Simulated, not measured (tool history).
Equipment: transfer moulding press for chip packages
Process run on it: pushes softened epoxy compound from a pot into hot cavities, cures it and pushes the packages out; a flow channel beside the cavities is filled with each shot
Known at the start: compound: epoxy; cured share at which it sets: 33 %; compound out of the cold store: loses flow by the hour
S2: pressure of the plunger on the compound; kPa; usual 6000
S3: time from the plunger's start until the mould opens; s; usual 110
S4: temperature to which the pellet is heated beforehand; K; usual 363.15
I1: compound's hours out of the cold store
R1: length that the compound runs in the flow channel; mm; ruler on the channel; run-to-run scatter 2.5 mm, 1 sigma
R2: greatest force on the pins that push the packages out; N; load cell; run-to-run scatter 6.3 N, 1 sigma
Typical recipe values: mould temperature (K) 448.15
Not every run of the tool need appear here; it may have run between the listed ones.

Run 1, hour 0: usual settings; I1 9.6. Result: R1 745 mm, R2 248 N.
Run 2, hour 15.2: usual settings; I1 47.5. Result: R1 572 mm, R2 323 N.
Run 3, hour 26: usual settings; I1 40.3. Result: R1 602 mm, R2 359 N.
Run 4, hour 35.3: usual settings; I1 31. Result: R1 640 mm, R2 386 N.
Run 5, hour 44.4: usual settings; I1 42.7. Result: R1 590 mm, R2 399 N.
Run 6, hour 54.2: usual settings; I1 36.4. Result: R1 615 mm, R2 410 N.
Run 7, hour 64.7: usual settings but mould temperature (K) 451.15; I1 11.2. Result: R1 713 mm, R2 404 N.
Run 8, hour 73.2: usual settings but mould temperature (K) 451.15; I1 15.9. Result: R1 688 mm, R2 410 N.
Run 9, hour 83.6: usual settings but S4 361.15 K; I1 29.8. Result: R1 636 mm, R2 435 N.
At hour 95.7: cavities cleaned with cleaning compound and waxed.
Run 10, hour 99.4: usual settings but S4 361.15 K; I1 45.8. Result: R1 566 mm, R2 552 N.
Run 11, hour 109.2: usual settings but S4 361.15 K; I1 30.3. Result: R1 632 mm, R2 528 N.
Run 12, hour 123.3: usual settings but S4 361.15 K; I1 15.8. Result: R1 689 mm, R2 495 N.
At hour 134.5: cavities cleaned with cleaning compound and waxed, once more.
Run 13, hour 137.1: usual settings but mould temperature (K) 445.15, S2 6140 kPa, S3 129 s, S4 360.15 K; I1 44.5. Result: R1 586 mm, R2 258 N.
Run 14, hour 152.1: usual settings but mould temperature (K) 445.15, S2 6140 kPa, S3 129 s, S4 360.15 K; I1 47.6. Result: R1 572 mm, R2 317 N.
Run 15, hour 160.9: usual settings but mould temperature (K) 445.15, S2 6140 kPa, S3 129 s, S4 360.15 K; I1 10.2. Result: R1 739 mm, R2 353 N.
At hour 165: plunger's sealing rings changed.
Run 16, hour 174.5: usual settings but mould temperature (K) 447.15, S3 105 s, S4 365.15 K; I1 28.5. Result: R1 679 mm, R2 405 N.
Run 17, hour 186.8: usual settings but mould temperature (K) 445.15, S3 105 s, S4 359.15 K; I1 44.4. Result: R1 617 mm, R2 462 N.
Run 18, hour 193.6: usual settings but mould temperature (K) 441.15, S2 6930 kPa, S3 105 s, S4 362.15 K; I1 13.5. Result: R1 841 mm, R2 679 N.
Run 19, hour 207.9: usual settings but mould temperature (K) 441.15, S2 6790 kPa, S3 105 s, S4 372.15 K; I1 36.7. Result: R1 705 mm, R2 599 N.
Run 20, hour 221.2: usual settings but S4 356.15 K; I1 47.1. Result: R1 587 mm, R2 441 N.
At hour 233: cavities cleaned with cleaning compound and waxed.
Run 21, hour 234.3: usual settings but S4 356.15 K; I1 19. Result: R1 717 mm, R2 257 N.
Run 22, hour 246.3: usual settings but S4 356.15 K; I1 12. Result: R1 742 mm, R2 326 N.
Run 23, hour 256.9: usual settings but S4 356.15 K; I1 17.4. Result: R1 719 mm, R2 345 N.

Below, some changes in R1 between adjacent runs. For each, the amount present without the hidden state too (settings, incoming material, random variation) and the amount remaining for the hidden state with gauge scatter not shared by both compared results:
The hidden state here: true mould temperature over the reading, C; pressure that reaches the compound, % of what is set; grip of the stained cavities, % over clean ones'; drift of the gauge itself on flow_mm, %; drift of the gauge itself on push_out_n, %.
Run 1 -> 2: nothing adjusted, nothing logged. R1 -173 mm: hidden state +4, all else -177.
Run 14 -> 15: nothing adjusted, nothing logged. R1 +167 mm: hidden state -14, all else +181.
Run 15 -> 16: mould temperature (K) 445.15 -> 447.15, S2 6140 -> 6000, S3 129 -> 105, S4 360.15 -> 365.15, plunger's sealing rings changed. R1 -60 mm: hidden state +54, all else -114.
Run 17 -> 18: mould temperature (K) 445.15 -> 441.15, S2 6000 -> 6930, S4 359.15 -> 362.15. R1 +224 mm: hidden state -3, all else +227.
